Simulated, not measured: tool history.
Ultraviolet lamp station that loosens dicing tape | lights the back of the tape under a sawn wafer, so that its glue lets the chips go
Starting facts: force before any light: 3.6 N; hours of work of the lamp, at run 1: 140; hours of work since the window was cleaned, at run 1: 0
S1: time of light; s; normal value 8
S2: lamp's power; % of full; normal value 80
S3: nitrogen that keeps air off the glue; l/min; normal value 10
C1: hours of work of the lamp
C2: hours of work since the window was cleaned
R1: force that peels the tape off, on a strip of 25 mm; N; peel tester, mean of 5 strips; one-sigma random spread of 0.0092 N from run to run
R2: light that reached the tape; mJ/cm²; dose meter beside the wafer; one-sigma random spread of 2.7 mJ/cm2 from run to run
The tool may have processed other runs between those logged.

{"run": 1, "hour": 0.0, "S1": 8, "S2": 80, "S3": 10, "C1": 140, "C2": 0, "R1": 0.412, "R2": 338}
{"run": 2, "hour": 5.3, "S1": 12, "S2": 80, "S3": 10, "C1": 143, "C2": 3, "R1": 0.291, "R2": 508}
{"run": 3, "hour": 12.5, "S1": 12, "S2": 80, "S3": 10, "C1": 147, "C2": 6, "R1": 0.282, "R2": 506}
{"run": 4, "hour": 18.3, "S1": 12, "S2": 80, "S3": 10, "C1": 150, "C2": 9, "R1": 0.281, "R2": 504}
{"run": 5, "hour": 25.6, "S1": 12, "S2": 80, "S3": 10, "C1": 153, "C2": 13, "R1": 0.279, "R2": 497}
{"run": 6, "hour": 35.0, "S1": 12, "S2": 80, "S3": 10, "C1": 158, "C2": 18, "R1": 0.284, "R2": 502}
{"run": 7, "hour": 41.7, "S1": 8, "S2": 62, "S3": 10, "C1": 162, "C2": 21, "R1": 0.605, "R2": 260}
{"run": 8, "hour": 50.9, "S1": 8, "S2": 80, "S3": 8, "C1": 166, "C2": 26, "R1": 0.446, "R2": 333}
{"run": 9, "hour": 58.6, "S1": 8, "S2": 80, "S3": 8, "C1": 170, "C2": 30, "R1": 0.467, "R2": 330}
{"run": 10, "hour": 63.5, "S1": 8, "S2": 80, "S3": 8, "C1": 173, "C2": 33, "R1": 0.429, "R2": 335}
{"run": 11, "hour": 71.8, "S1": 8, "S2": 77, "S3": 10, "C1": 177, "C2": 37, "R1": 0.443, "R2": 319}
{"run": 12, "hour": 81.5, "S1": 8, "S2": 80, "S3": 7, "C1": 182, "C2": 42, "R1": 0.473, "R2": 330}
{"run": 13, "hour": 86.4, "S1": 8, "S2": 80, "S3": 10, "C1": 185, "C2": 45, "R1": 0.419, "R2": 324}
{"run": 14, "hour": 93.5, "S1": 8, "S2": 80, "S3": 10, "C1": 188, "C2": 48, "R1": 0.435, "R2": 325}
{"run": 15, "hour": 98.8, "S1": 5, "S2": 80, "S3": 10, "C1": 191, "C2": 51, "R1": 0.806, "R2": 204}
{"run": 16, "hour": 106.3, "S1": 5, "S2": 80, "S3": 10, "C1": 195, "C2": 55, "R1": 0.789, "R2": 199}
{"run": 17, "hour": 115.5, "S1": 4, "S2": 82, "S3": 17, "C1": 200, "C2": 60, "R1": 0.909, "R2": 167}
{"run": 18, "hour": 123.0, "S1": 6, "S2": 60, "S3": 12, "C1": 204, "C2": 63, "R1": 0.868, "R2": 182}
{"run": 19, "hour": 132.6, "S1": 8, "S2": 82, "S3": 16, "C1": 209, "C2": 68, "R1": 0.406, "R2": 328}
{"run": 20, "hour": 137.7, "S1": 8, "S2": 92, "S3": 5, "C1": 211, "C2": 71, "R1": 0.44, "R2": 371}
{"run": 21, "hour": 141.8, "S1": 8, "S2": 93, "S3": 4, "C1": 213, "C2": 73, "R1": 0.504, "R2": 373}
{"run": 22, "hour": 148.4, "S1": 15, "S2": 66, "S3": 7, "C1": 217, "C2": 77, "R1": 0.296, "R2": 489}
{"run": 23, "hour": 154.9, "S1": 9, "S2": 68, "S3": 10, "C1": 220, "C2": 80, "R1": 0.492, "R2": 305}
{"run": 24, "hour": 163.4, "S1": 5, "S2": 80, "S3": 10, "C1": 224, "C2": 84, "R1": 0.832, "R2": 198}
{"run": 25, "hour": 167.5, "S1": 11, "S2": 65, "S3": 18, "C1": 227, "C2": 86, "R1": 0.352, "R2": 357}
{"run": 26, "hour": 176.6, "S1": 13, "S2": 70, "S3": 18, "C1": 231, "C2": 91, "R1": 0.276, "R2": 448}
{"run": 27, "hour": 185.2, "S1": 4, "S2": 98, "S3": 4, "C1": 236, "C2": 96, "R1": 1.104, "R2": 190}
{"run": 28, "hour": 191.0, "S1": 4, "S2": 79, "S3": 4, "C1": 239, "C2": 99, "R1": 1.387, "R2": 151}
{"run": 29, "hour": 200.5, "S1": 5, "S2": 68, "S3": 10, "C1": 244, "C2": 103, "R1": 1.028, "R2": 165}

What if the next run were any one of these 4? Each begins from the tool's condition after run 29:
{"run": "A", "hour": 205.5, "S1": 8, "S2": 85, "S3": 10, "C1": 246, "C2": 106, "R1": "?", "R2": "?"}
{"run": "B", "hour": 205.5, "S1": 8, "S2": 71, "S3": 8, "C1": 246, "C2": 106, "R1": "?", "R2": "?"}
{"run": "C", "hour": 205.5, "S1": 7, "S2": 99, "S3": 5, "C1": 246, "C2": 106, "R1": "?", "R2": "?"}
{"run": "D", "hour": 205.5, "S1": 5, "S2": 75, "S3": 11, "C1": 246, "C2": 106, "R1": "?", "R2": "?"}

run=A R1=0.414 R2=332
run=B R1=0.579 R2=275
run=C R1=0.496 R2=337
run=D R1=0.896 R2=184
Without the tool's unlogged condition, the same runs would have read:
run=A R1=0.351 R2=383
run=B R1=0.48 R2=316
run=C R1=0.414 R2=387
run=D R1=0.75 R2=212

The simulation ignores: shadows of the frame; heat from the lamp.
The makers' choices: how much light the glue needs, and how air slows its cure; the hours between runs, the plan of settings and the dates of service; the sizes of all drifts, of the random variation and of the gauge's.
